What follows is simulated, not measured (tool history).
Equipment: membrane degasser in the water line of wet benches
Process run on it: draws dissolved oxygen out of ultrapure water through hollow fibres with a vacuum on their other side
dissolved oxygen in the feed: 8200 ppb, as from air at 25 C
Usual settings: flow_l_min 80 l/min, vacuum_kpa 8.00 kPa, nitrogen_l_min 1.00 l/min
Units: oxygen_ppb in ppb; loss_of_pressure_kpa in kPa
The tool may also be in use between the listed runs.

Run 1, hour 0.0: usual settings. Result: oxygen_ppb 626.1 ppb, loss_of_pressure_kpa 50.52 kPa.
Run 2, hour 235.1: usual settings but flow_l_min 127 l/min. Result: oxygen_ppb 838.2 ppb, loss_of_pressure_kpa 80.17 kPa.
Run 3, hour 594.1: usual settings but flow_l_min 127 l/min. Result: oxygen_ppb 836.3 ppb, loss_of_pressure_kpa 80.39 kPa.
Run 4, hour 848.8: usual settings but flow_l_min 127 l/min, nitrogen_l_min 0.81 l/min. Result: oxygen_ppb 926.9 ppb, loss_of_pressure_kpa 80.04 kPa.
Run 5, hour 1189.0: usual settings but flow_l_min 127 l/min, nitrogen_l_min 0.81 l/min. Result: oxygen_ppb 940.0 ppb, loss_of_pressure_kpa 80.43 kPa.
Run 6, hour 1526.1: usual settings but flow_l_min 127 l/min, nitrogen_l_min 0.81 l/min. Result: oxygen_ppb 934.0 ppb, loss_of_pressure_kpa 80.31 kPa.
Run 7, hour 1740.5: usual settings but flow_l_min 52 l/min, nitrogen_l_min 0.81 l/min. Result: oxygen_ppb 547.1 ppb, loss_of_pressure_kpa 33.22 kPa.
Run 8, hour 1958.2: usual settings but vacuum_kpa 5.30 kPa. Result: oxygen_ppb 304.5 ppb, loss_of_pressure_kpa 51.00 kPa.
Run 9, hour 2321.9: usual settings but flow_l_min 73 l/min, vacuum_kpa 8.10 kPa. Result: oxygen_ppb 607.8 ppb, loss_of_pressure_kpa 46.18 kPa.
Run 10, hour 2530.6: usual settings but flow_l_min 113 l/min, vacuum_kpa 14.13 kPa, nitrogen_l_min 2.32 l/min. Result: oxygen_ppb 959.4 ppb, loss_of_pressure_kpa 72.22 kPa.
Run 11, hour 2679.4: usual settings but flow_l_min 113 l/min, vacuum_kpa 8.49 kPa, nitrogen_l_min 1.69 l/min. Result: oxygen_ppb 627.0 ppb, loss_of_pressure_kpa 71.94 kPa.
Run 12, hour 2841.2: usual settings but flow_l_min 127 l/min, vacuum_kpa 9.50 kPa. Result: oxygen_ppb 1076.1 ppb, loss_of_pressure_kpa 80.71 kPa.
Run 13, hour 3106.4: usual settings but flow_l_min 71 l/min, vacuum_kpa 15.43 kPa, nitrogen_l_min 0.41 l/min. Result: oxygen_ppb 2171.8 ppb, loss_of_pressure_kpa 45.71 kPa.
Run 14, hour 3427.3: usual settings but flow_l_min 84 l/min, vacuum_kpa 19.22 kPa, nitrogen_l_min 0.41 l/min. Result: oxygen_ppb 2969.7 ppb, loss_of_pressure_kpa 53.84 kPa.
Run 15, hour 3658.2: usual settings but flow_l_min 84 l/min, vacuum_kpa 19.22 kPa, nitrogen_l_min 0.41 l/min. Result: oxygen_ppb 2898.4 ppb, loss_of_pressure_kpa 54.21 kPa.
Run 16, hour 3917.0: usual settings but flow_l_min 107 l/min, vacuum_kpa 19.45 kPa, nitrogen_l_min 0.41 l/min. Result: oxygen_ppb 3252.6 ppb, loss_of_pressure_kpa 69.00 kPa.

Predict each of these 3 candidate next runs independently; none follows another, all start after run 16:
At hour 4178.4: seals of the vacuum lines changed.
Run A, hour 4206.1: usual settings but flow_l_min 60 l/min, vacuum_kpa 5.02 kPa, nitrogen_l_min 1.25 l/min. Result: oxygen_ppb ?, loss_of_pressure_kpa ?.
At hour 4178.4: seals of the vacuum lines changed.
Run B, hour 4206.1: usual settings but flow_l_min 81 l/min, vacuum_kpa 8.30 kPa, nitrogen_l_min 1.19 l/min. Result: oxygen_ppb ?, loss_of_pressure_kpa ?.
At hour 4178.4: seals of the vacuum lines changed.
Run C, hour 4206.1: usual settings but nitrogen_l_min 2.61 l/min. Result: oxygen_ppb ?, loss_of_pressure_kpa ?.

run  oxygen_ppb  loss_of_pressure_kpa
  A       198.9                 38.54
  B       621.6                 52.48
  C       325.9                 51.78
Without the tool's hidden state the same runs would have given:
run  oxygen_ppb  loss_of_pressure_kpa
  A       167.3                 36.32
  B       583.1                 49.45
  C       303.6                 48.80
